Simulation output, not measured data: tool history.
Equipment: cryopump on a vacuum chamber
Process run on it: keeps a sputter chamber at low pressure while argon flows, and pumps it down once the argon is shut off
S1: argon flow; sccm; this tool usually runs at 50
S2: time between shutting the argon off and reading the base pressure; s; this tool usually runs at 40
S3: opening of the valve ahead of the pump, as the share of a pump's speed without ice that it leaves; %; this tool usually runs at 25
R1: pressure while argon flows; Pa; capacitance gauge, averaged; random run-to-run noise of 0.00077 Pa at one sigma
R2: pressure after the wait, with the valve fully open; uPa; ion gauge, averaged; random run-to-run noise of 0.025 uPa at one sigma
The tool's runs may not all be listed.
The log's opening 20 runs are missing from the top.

run 21 hour=422.9 | S1=69 S2=32 S3=19 | R1=0.2761 R2=1.3
run 22 hour=448.6 | S1=69 S2=32 S3=19 | R1=0.2727 R2=1.31
run 23 hour=467.4 | S1=69 S2=32 S3=19 | R1=0.2727 R2=1.31
run 24 hour=480.5 | S1=36 S2=21 S3=24 | R1=0.1144 R2=1.87
run 25 hour=496.2 | S1=36 S2=21 S3=24 | R1=0.1146 R2=1.88
run 26 hour=516.2 | S1=36 S2=21 S3=24 | R1=0.1135 R2=1.88
run 27 hour=541.3 | S1=36 S2=52 S3=24 | R1=0.1158 R2=0.89
run 28 hour=568.5 | S1=46 S2=21 S3=58 | R1=0.0632 R2=1.87
run 29 hour=586.1 | S1=46 S2=21 S3=58 | R1=0.0648 R2=1.79
run 30 hour=599.5 | S1=31 S2=176 S3=25 | R1=0.0954 R2=0.42
run 31 hour=612.9 | S1=91 S2=90 S3=25 | R1=0.2806 R2=0.62
run 32 hour=630.1 | S1=91 S2=90 S3=25 | R1=0.2797 R2=0.63
run 33 hour=649.4 | S1=50 S2=62 S3=29 | R1=0.1335 R2=0.77
run 34 hour=663.4 | S1=50 S2=25 S3=29 | R1=0.1348 R2=1.64

Here are 4 independent what-if runs from the current tool condition. What would each one return?
run A hour=688.4 | S1=50 S2=26 S3=17 | R1=? R2=?
run B hour=688.4 | S1=53 S2=79 S3=17 | R1=? R2=?
run C hour=688.4 | S1=29 S2=25 S3=16 | R1=? R2=?
run D hour=688.4 | S1=82 S2=121 S3=23 | R1=? R2=?

run=A R1=0.2261 R2=1.57
run=B R1=0.2359 R2=0.66
run=C R1=0.1386 R2=1.61
run=D R1=0.2736 R2=0.55
With the hidden condition removed and each run's random variation left untouched, the same runs would have given:
run=A R1=0.218 R2=1.46
run=B R1=0.2275 R2=0.55
run=C R1=0.134 R2=1.5
run=D R1=0.2605 R2=0.44

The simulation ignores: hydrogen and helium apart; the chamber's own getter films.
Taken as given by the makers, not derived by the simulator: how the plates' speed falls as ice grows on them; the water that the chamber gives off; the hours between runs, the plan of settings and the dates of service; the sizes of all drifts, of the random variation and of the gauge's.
